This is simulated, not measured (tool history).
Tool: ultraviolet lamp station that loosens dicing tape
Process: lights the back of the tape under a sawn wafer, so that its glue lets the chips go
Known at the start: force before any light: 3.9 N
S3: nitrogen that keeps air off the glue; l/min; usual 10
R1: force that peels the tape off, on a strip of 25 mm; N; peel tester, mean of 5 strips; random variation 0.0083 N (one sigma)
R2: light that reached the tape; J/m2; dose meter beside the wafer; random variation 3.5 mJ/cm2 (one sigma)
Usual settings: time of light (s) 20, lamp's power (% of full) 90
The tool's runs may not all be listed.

{"run": 1, "hour": 0.0, "time of light (s)": 20, "lamp's power (% of full)": 90, "S3": 10, "R1": 0.445, "R2": 4660}
{"run": 2, "hour": 8.1, "time of light (s)": 20, "lamp's power (% of full)": 90, "S3": 10, "R1": 0.448, "R2": 4630}
{"run": 3, "hour": 17.6, "time of light (s)": 20, "lamp's power (% of full)": 90, "S3": 10, "R1": 0.465, "R2": 4630}
{"run": 4, "hour": 29.8, "time of light (s)": 20, "lamp's power (% of full)": 90, "S3": 10, "R1": 0.446, "R2": 4610}
{"run": 5, "hour": 38.5, "time of light (s)": 20, "lamp's power (% of full)": 90, "S3": 10, "R1": 0.489, "R2": 4500}
{"run": 6, "hour": 46.1, "time of light (s)": 20, "lamp's power (% of full)": 90, "S3": 10, "R1": 0.475, "R2": 4500}
{"run": 7, "hour": 57.4, "time of light (s)": 20, "lamp's power (% of full)": 90, "S3": 10, "R1": 0.462, "R2": 4490}
{"run": 8, "hour": 67.1, "time of light (s)": 20, "lamp's power (% of full)": 90, "S3": 10, "R1": 0.473, "R2": 4470}
{"run": 9, "hour": 72.1, "time of light (s)": 20, "lamp's power (% of full)": 90, "S3": 10, "R1": 0.472, "R2": 4450}
{"run": 10, "hour": 81.8, "time of light (s)": 12, "lamp's power (% of full)": 61, "S3": 10, "R1": 1.546, "R2": 1800}
{"run": 11, "hour": 93.5, "time of light (s)": 20, "lamp's power (% of full)": 79, "S3": 5, "R1": 0.75, "R2": 3850}
{"run": 12, "hour": 100.9, "time of light (s)": 11, "lamp's power (% of full)": 90, "S3": 4, "R1": 1.368, "R2": 2360}
{"hour": 102.3, "done": "window cleaned of glue's vapour"}
{"run": 13, "hour": 112.2, "time of light (s)": 11, "lamp's power (% of full)": 95, "S3": 12, "R1": 1.147, "R2": 2280}
{"run": 14, "hour": 119.8, "time of light (s)": 11, "lamp's power (% of full)": 95, "S3": 12, "R1": 1.179, "R2": 2240}
{"run": 15, "hour": 125.0, "time of light (s)": 11, "lamp's power (% of full)": 95, "S3": 12, "R1": 1.193, "R2": 2210}
{"run": 16, "hour": 132.5, "time of light (s)": 11, "lamp's power (% of full)": 95, "S3": 12, "R1": 1.175, "R2": 2230}
{"run": 17, "hour": 144.6, "time of light (s)": 21, "lamp's power (% of full)": 98, "S3": 18, "R1": 0.421, "R2": 4300}

Forecast each of these 5 alternatives for the next run:
{"run": "A", "hour": 154.7, "time of light (s)": 20, "lamp's power (% of full)": 90, "S3": 8, "R1": "?", "R2": "?"}
{"run": "B", "hour": 154.7, "time of light (s)": 18, "lamp's power (% of full)": 90, "S3": 5, "R1": "?", "R2": "?"}
{"run": "C", "hour": 154.7, "time of light (s)": 20, "lamp's power (% of full)": 96, "S3": 10, "R1": "?", "R2": "?"}
{"run": "D", "hour": 154.7, "time of light (s)": 32, "lamp's power (% of full)": 90, "S3": 12, "R1": "?", "R2": "?"}
{"run": "E", "hour": 154.7, "time of light (s)": 14, "lamp's power (% of full)": 84, "S3": 8, "R1": "?", "R2": "?"}

run=A R1=0.688 R2=3730
run=B R1=0.920 R2=3380
run=C R1=0.554 R2=4030
run=D R1=0.288 R2=5940
run=E R1=1.172 R2=2440
Without the tool's hidden state the same runs would have given:
run=A R1=0.358 R2=5680
run=B R1=0.499 R2=5150
run=C R1=0.290 R2=6110
run=D R1=0.192 R2=9050
run=E R1=0.679 R2=3710
